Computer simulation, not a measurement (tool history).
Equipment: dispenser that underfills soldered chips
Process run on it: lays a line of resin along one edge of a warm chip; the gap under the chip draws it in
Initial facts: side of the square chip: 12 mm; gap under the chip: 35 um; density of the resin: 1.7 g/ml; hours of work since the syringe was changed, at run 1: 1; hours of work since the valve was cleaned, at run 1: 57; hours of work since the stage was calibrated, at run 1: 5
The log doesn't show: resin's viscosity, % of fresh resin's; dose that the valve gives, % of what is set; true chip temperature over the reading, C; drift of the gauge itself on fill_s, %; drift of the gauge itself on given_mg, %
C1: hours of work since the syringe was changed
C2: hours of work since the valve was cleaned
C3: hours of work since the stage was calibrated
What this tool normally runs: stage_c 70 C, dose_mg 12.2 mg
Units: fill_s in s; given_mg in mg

run 1 hour=0 | stage_c=70 dose_mg=12.2 | C1=1 C2=57 C3=5 | fill_s=211.8 given_mg=11.5
run 2 hour=7.4 | stage_c=70 dose_mg=12.2 | C1=6 C2=62 C3=9 | fill_s=261 given_mg=11.53
-- hour=8.5 new syringe of resin
-- hour=19.7 new syringe of resin
run 3 hour=22.4 | stage_c=70 dose_mg=12.2 | C1=2 C2=71 C3=18 | fill_s=215.1 given_mg=11.37
-- hour=31 new syringe of resin
run 4 hour=33.4 | stage_c=70 dose_mg=12.2 | C1=2 C2=77 C3=25 | fill_s=210.5 given_mg=11.35
-- hour=42.2 new syringe of resin
run 5 hour=45.4 | stage_c=70 dose_mg=12.2 | C1=2 C2=85 C3=32 | fill_s=215.2 given_mg=11.27
-- hour=53.2 new syringe of resin
run 6 hour=59.3 | stage_c=70 dose_mg=13.8 | C1=4 C2=93 C3=41 | fill_s=229.1 given_mg=12.59
-- hour=64.3 new syringe of resin
run 7 hour=72.7 | stage_c=70 dose_mg=13.8 | C1=5 C2=101 C3=49 | fill_s=242.7 given_mg=12.57
-- hour=75.4 new syringe of resin
run 8 hour=85 | stage_c=70 dose_mg=13.8 | C1=6 C2=109 C3=57 | fill_s=242.9 given_mg=12.31
-- hour=86.8 new syringe of resin
run 9 hour=95.9 | stage_c=71 dose_mg=14.2 | C1=6 C2=116 C3=63 | fill_s=232.5 given_mg=12.75
-- hour=98.9 new syringe of resin
run 10 hour=104.6 | stage_c=71 dose_mg=14.2 | C1=4 C2=121 C3=69 | fill_s=217.2 given_mg=12.67
-- hour=108.7 dispensing valve cleaned and set on the balance
-- hour=111.3 new syringe of resin
-- hour=122 new syringe of resin
run 11 hour=122 | stage_c=78 dose_mg=11 | C1=0 C2=8 C3=79 | fill_s=150.5 given_mg=10.92
-- hour=132.8 new syringe of resin
run 12 hour=136.9 | stage_c=59 dose_mg=14.1 | C1=3 C2=17 C3=88 | fill_s=330.9 given_mg=13.91
-- hour=143.5 new syringe of resin
run 13 hour=152.9 | stage_c=59 dose_mg=14.1 | C1=6 C2=27 C3=98 | fill_s=372.1 given_mg=13.85
-- hour=154.5 new syringe of resin
run 14 hour=160.2 | stage_c=59 dose_mg=14.1 | C1=4 C2=31 C3=102 | fill_s=338.2 given_mg=13.67
-- hour=165.6 new syringe of resin
-- hour=177.1 new syringe of resin
run 15 hour=177.1 | stage_c=57 dose_mg=12 | C1=0 C2=42 C3=112 | fill_s=332.8 given_mg=11.54

5 options for the next run, each taken on its own from the tool as it stands now. Forecast them:
-- hour=189.1 new syringe of resin
run A hour=193.3 | stage_c=78 dose_mg=12.1 | C1=3 C2=52 C3=122 | fill_s=? given_mg=?
-- hour=189.1 new syringe of resin
run B hour=193.3 | stage_c=61 dose_mg=12 | C1=3 C2=52 C3=122 | fill_s=? given_mg=?
-- hour=189.1 new syringe of resin
run C hour=193.3 | stage_c=59 dose_mg=10.4 | C1=3 C2=52 C3=122 | fill_s=? given_mg=?
-- hour=189.1 new syringe of resin
run D hour=193.3 | stage_c=76 dose_mg=10.4 | C1=3 C2=52 C3=122 | fill_s=? given_mg=?
-- hour=189.1 new syringe of resin
run E hour=193.3 | stage_c=61 dose_mg=15.6 | C1=3 C2=52 C3=122 | fill_s=? given_mg=?

run=A fill_s=164.2 given_mg=11.41
run=B fill_s=316.8 given_mg=11.43
run=C fill_s=364.1 given_mg=9.93
run=D fill_s=187.1 given_mg=9.97
run=E fill_s=302.1 given_mg=14.7
Without the tool's hidden state the same runs would have given:
run=A fill_s=144.2 given_mg=12.03
run=B fill_s=278 given_mg=12.04
run=C fill_s=316.7 given_mg=10.46
run=D fill_s=162.7 given_mg=10.5
run=E fill_s=267.7 given_mg=15.5
